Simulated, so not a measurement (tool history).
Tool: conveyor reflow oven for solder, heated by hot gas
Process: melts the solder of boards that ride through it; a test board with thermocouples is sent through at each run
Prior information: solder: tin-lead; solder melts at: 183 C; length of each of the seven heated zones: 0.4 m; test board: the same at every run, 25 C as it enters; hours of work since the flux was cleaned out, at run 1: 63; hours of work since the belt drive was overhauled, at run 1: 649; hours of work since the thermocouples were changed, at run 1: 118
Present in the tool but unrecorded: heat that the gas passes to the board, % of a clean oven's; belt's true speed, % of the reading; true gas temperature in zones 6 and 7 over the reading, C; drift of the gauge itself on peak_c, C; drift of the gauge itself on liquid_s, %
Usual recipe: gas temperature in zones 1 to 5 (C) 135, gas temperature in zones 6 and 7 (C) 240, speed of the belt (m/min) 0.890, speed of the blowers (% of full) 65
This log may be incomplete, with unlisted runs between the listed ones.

run,hour,gas temperature in zones 1 to 5 (C),gas temperature in zones 6 and 7 (C),speed of the belt (m/min),speed of the blowers (% of full),hours of work since the flux was cleaned out,hours of work since the belt drive was overhauled,hours of work since the thermocouples were changed,highest temperature of the board (C),time above the solder's melting point (s)
1,0.0,135,240,0.890,65,63,649,118,218.7,40.01
2,41.8,135,241,0.890,65,96,682,152,219.7,40.52
3,76.1,135,241,0.890,65,124,709,179,220.0,40.54
4,100.7,135,241,0.890,65,143,729,198,219.8,40.55
5,131.8,135,241,0.890,65,168,754,223,219.7,40.28
6,185.2,135,241,0.890,65,211,796,266,219.9,40.57
# hour 204.6: flux residue cleaned out of gas plates and filters
7,223.0,135,241,0.890,65,15,822,292,219.7,40.48
8,257.1,135,241,0.890,65,42,850,319,219.8,40.48
9,311.1,135,240,0.890,65,85,893,362,218.9,40.17
10,337.3,135,240,0.890,61,106,913,383,217.1,39.10
11,386.9,135,240,0.890,65,145,953,422,218.7,40.11
12,420.0,135,240,0.890,65,172,979,449,219.0,39.95
13,459.0,135,235,0.890,65,203,1010,480,214.6,37.67
# hour 487.2: flux residue cleaned out of gas plates and filters
# hour 505.8: thermocouples of zones 6 and 7 changed
14,506.1,135,235,0.890,65,14,1042,0,214.4,37.72
15,540.2,135,235,0.890,65,41,1070,27,214.8,37.67
16,580.4,133,249,0.890,65,73,1102,59,225.9,43.17
17,603.9,125,253,1.021,62,91,1120,78,219.6,33.17
18,629.9,128,234,0.909,79,112,1141,99,216.3,36.87
19,679.9,141,234,0.909,79,152,1181,139,218.7,41.11
20,724.0,138,247,0.986,59,187,1216,174,218.4,36.03
21,751.7,129,244,0.910,76,209,1238,196,224.2,40.85
# hour 774.6: flux residue cleaned out of gas plates and filters
22,801.7,129,244,0.910,76,22,1274,232,224.4,41.02
23,838.7,146,253,1.062,85,51,1303,261,232.3,41.10
24,863.0,149,251,0.941,70,70,1323,281,230.6,46.51
25,908.8,128,251,0.941,64,107,1359,317,223.7,38.57
26,936.7,145,230,0.964,56,129,1381,339,206.2,30.91
27,962.6,135,240,0.727,65,150,1402,360,225.5,53.99
28,997.1,135,233,0.727,68,177,1430,387,220.4,51.35
29,1030.7,133,233,0.901,68,204,1456,414,213.1,36.02

Consider 3 possible next runs. They are alternatives, not a sequence: every one starts from the tool as it was left by run 29. What does each give?
# hour 1061.5: flux residue cleaned out of gas plates and filters
A,1077.0,139,233,0.901,58,12,1489,447,?,?
# hour 1061.5: flux residue cleaned out of gas plates and filters
B,1077.0,142,232,0.890,71,12,1489,447,?,?
# hour 1061.5: flux residue cleaned out of gas plates and filters
C,1077.0,135,240,0.890,52,12,1489,447,?,?

run,highest temperature of the board (C),time above the solder's melting point (s)
A,210.6,35.05
B,215.5,40.27
C,212.8,35.83
Take away the tool's hidden state, keep each run's random variation, and the runs would have read:
run,highest temperature of the board (C),time above the solder's melting point (s)
A,210.6,35.00
B,215.5,40.22
C,212.8,35.78
